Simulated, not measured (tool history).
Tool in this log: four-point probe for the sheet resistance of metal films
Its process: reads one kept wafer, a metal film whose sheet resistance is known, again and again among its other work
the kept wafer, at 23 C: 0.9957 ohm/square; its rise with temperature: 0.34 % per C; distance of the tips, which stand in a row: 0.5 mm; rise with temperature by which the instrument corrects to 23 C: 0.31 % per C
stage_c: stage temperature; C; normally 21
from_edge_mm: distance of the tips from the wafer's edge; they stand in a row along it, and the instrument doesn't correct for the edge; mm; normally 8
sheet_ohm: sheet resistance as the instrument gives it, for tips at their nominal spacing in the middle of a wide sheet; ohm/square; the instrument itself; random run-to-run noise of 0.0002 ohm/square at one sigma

{"run": 1, "hour": 0.0, "stage_c": 21, "from_edge_mm": 8, "sheet_ohm": 1.003449}
{"run": 2, "hour": 78.3, "stage_c": 21, "from_edge_mm": 8, "sheet_ohm": 1.003734}
{"run": 3, "hour": 168.4, "stage_c": 21, "from_edge_mm": 8, "sheet_ohm": 1.003483}
{"run": 4, "hour": 236.4, "stage_c": 21, "from_edge_mm": 8, "sheet_ohm": 1.003442}
{"run": 5, "hour": 293.9, "stage_c": 21, "from_edge_mm": 8, "sheet_ohm": 1.003984}
{"run": 6, "hour": 381.8, "stage_c": 21, "from_edge_mm": 8, "sheet_ohm": 1.003612}
{"run": 7, "hour": 443.1, "stage_c": 21, "from_edge_mm": 8, "sheet_ohm": 1.003998}
{"run": 8, "hour": 504.6, "stage_c": 21, "from_edge_mm": 5, "sheet_ohm": 1.007584}
{"run": 9, "hour": 563.0, "stage_c": 21, "from_edge_mm": 5, "sheet_ohm": 1.007676}
{"run": 10, "hour": 626.9, "stage_c": 21, "from_edge_mm": 5, "sheet_ohm": 1.007313}
{"run": 11, "hour": 696.0, "stage_c": 21, "from_edge_mm": 8, "sheet_ohm": 1.004239}
{"run": 12, "hour": 758.2, "stage_c": 20, "from_edge_mm": 8, "sheet_ohm": 1.004026}
{"run": 13, "hour": 845.4, "stage_c": 20, "from_edge_mm": 8, "sheet_ohm": 1.00391}
{"run": 14, "hour": 925.1, "stage_c": 20, "from_edge_mm": 8, "sheet_ohm": 1.004303}
{"run": 15, "hour": 991.1, "stage_c": 20, "from_edge_mm": 8, "sheet_ohm": 1.004298}
{"run": 16, "hour": 1031.6, "stage_c": 29, "from_edge_mm": 8, "sheet_ohm": 1.007358}
{"run": 17, "hour": 1098.6, "stage_c": 30, "from_edge_mm": 8, "sheet_ohm": 1.00752}
{"run": 18, "hour": 1139.2, "stage_c": 21, "from_edge_mm": 11, "sheet_ohm": 1.004121}
{"run": 19, "hour": 1197.8, "stage_c": 21, "from_edge_mm": 8, "sheet_ohm": 1.004628}
{"run": 20, "hour": 1290.3, "stage_c": 21, "from_edge_mm": 8, "sheet_ohm": 1.004717}
{"run": 21, "hour": 1343.1, "stage_c": 21, "from_edge_mm": 8, "sheet_ohm": 1.004888}
{"run": 22, "hour": 1396.5, "stage_c": 21, "from_edge_mm": 8, "sheet_ohm": 1.004849}
{"run": 23, "hour": 1450.4, "stage_c": 21, "from_edge_mm": 5, "sheet_ohm": 1.009446}
{"run": 24, "hour": 1510.4, "stage_c": 34, "from_edge_mm": 10, "sheet_ohm": 1.009222}
{"run": 25, "hour": 1557.3, "stage_c": 34, "from_edge_mm": 10, "sheet_ohm": 1.00919}
{"run": 26, "hour": 1634.6, "stage_c": 20, "from_edge_mm": 7, "sheet_ohm": 1.006438}
{"run": 27, "hour": 1711.4, "stage_c": 33, "from_edge_mm": 17, "sheet_ohm": 1.008724}
{"run": 28, "hour": 1759.7, "stage_c": 35, "from_edge_mm": 8, "sheet_ohm": 1.011086}
{"run": 29, "hour": 1849.0, "stage_c": 20, "from_edge_mm": 13, "sheet_ohm": 1.004959}
{"run": 30, "hour": 1905.9, "stage_c": 20, "from_edge_mm": 13, "sheet_ohm": 1.005351}
{"run": 31, "hour": 1945.9, "stage_c": 20, "from_edge_mm": 13, "sheet_ohm": 1.005007}
{"run": 32, "hour": 1996.8, "stage_c": 34, "from_edge_mm": 4, "sheet_ohm": 1.01707}
{"run": 33, "hour": 2065.6, "stage_c": 34, "from_edge_mm": 4, "sheet_ohm": 1.01728}
{"run": 34, "hour": 2140.9, "stage_c": 34, "from_edge_mm": 4, "sheet_ohm": 1.017192}
{"run": 35, "hour": 2187.1, "stage_c": 26, "from_edge_mm": 9, "sheet_ohm": 1.008098}
{"run": 36, "hour": 2239.8, "stage_c": 29, "from_edge_mm": 9, "sheet_ohm": 1.009474}
{"run": 37, "hour": 2301.5, "stage_c": 29, "from_edge_mm": 9, "sheet_ohm": 1.009489}
{"run": 38, "hour": 2365.0, "stage_c": 22, "from_edge_mm": 5, "sheet_ohm": 1.010853}
{"run": 39, "hour": 2456.9, "stage_c": 22, "from_edge_mm": 5, "sheet_ohm": 1.010975}
{"run": 40, "hour": 2502.7, "stage_c": 22, "from_edge_mm": 5, "sheet_ohm": 1.011359}
{"run": 41, "hour": 2576.9, "stage_c": 22, "from_edge_mm": 5, "sheet_ohm": 1.011346}
{"run": 42, "hour": 2627.2, "stage_c": 21, "from_edge_mm": 5, "sheet_ohm": 1.010868}
{"run": 43, "hour": 2716.7, "stage_c": 21, "from_edge_mm": 5, "sheet_ohm": 1.011151}
{"run": 44, "hour": 2806.2, "stage_c": 21, "from_edge_mm": 5, "sheet_ohm": 1.011324}

Not shown here: 2 entries made in the log between runs. Locate each between two listed runs and compare the hidden state at the listed run before it with the hidden state at the listed run after it:
Between runs 18 and 19: stage's thermometer calibrated (hour 1148.5)
  inner tips' distance over the nominal, %: 0.776 -> 0.784; tips' flats over new ones', %: 46 -> 47; wafer's true temperature over the reading, C: -0.19 -> -0.31
  measured result minus the result with no hidden state, sheet_ohm: +0.007736 -> +0.007396 ohm/square
Between runs 22 and 23: stage's thermometer calibrated, once more (hour 1430.7)
  inner tips' distance over the nominal, %: 0.813 -> 0.82; tips' flats over new ones', %: 51 -> 52; wafer's true temperature over the reading, C: -0.33 -> 0.05
  measured result minus the result with no hidden state, sheet_ohm: +0.007659 -> +0.009049 ohm/square
